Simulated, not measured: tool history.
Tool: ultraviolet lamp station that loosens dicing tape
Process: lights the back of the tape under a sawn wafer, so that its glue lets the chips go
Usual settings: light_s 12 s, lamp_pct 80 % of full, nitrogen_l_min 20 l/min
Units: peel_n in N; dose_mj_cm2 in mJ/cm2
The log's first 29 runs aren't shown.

run   hour  light_s  lamp_pct  nitrogen_l_min  hours of work of the lamp  hours of work since the window was cleaned  peel_n  dose_mj_cm2
 30  298.8       18        69               6                        221                                          50   0.658          569
 31  311.4       18        69               6                        228                                          57   0.676          572
 32  323.7       18        69               6                        235                                          63   0.673          569
 33  334.8       24        80              16                        241                                          69   0.247          884
 34  349.1       20        91              16                        248                                          77   0.262          824
 35  362.4       13        78              14                        255                                          84   0.581          459
 36  373.7       13        78              14                        261                                          90    0.59          457
 37  381.5       13        78              14                        266                                          94     0.6          456
 38    395       13        78              14                        273                                         101   0.585          459

Forecast each of these 5 alternatives for the next run:
  A  401.1        9        92               8                        276                                         105       ?            ?
  B  401.1        9        63              20                        276                                         105       ?            ?
  C  401.1       12        80               9                        276                                         105       ?            ?
  D  401.1       19        66              19                        276                                         105       ?            ?
  E  401.1        6        65              20                        276                                         105       ?            ?

run  peel_n  dose_mj_cm2
  A   1.265          370
  B   1.459          252
  C   0.842          429
  D   0.343          564
  E   2.468          177
Without the tool's hidden state the same runs would have given:
run  peel_n  dose_mj_cm2
  A   1.023          416
  B   1.191          283
  C   0.669          482
  D   0.296          634
  E   2.119          199
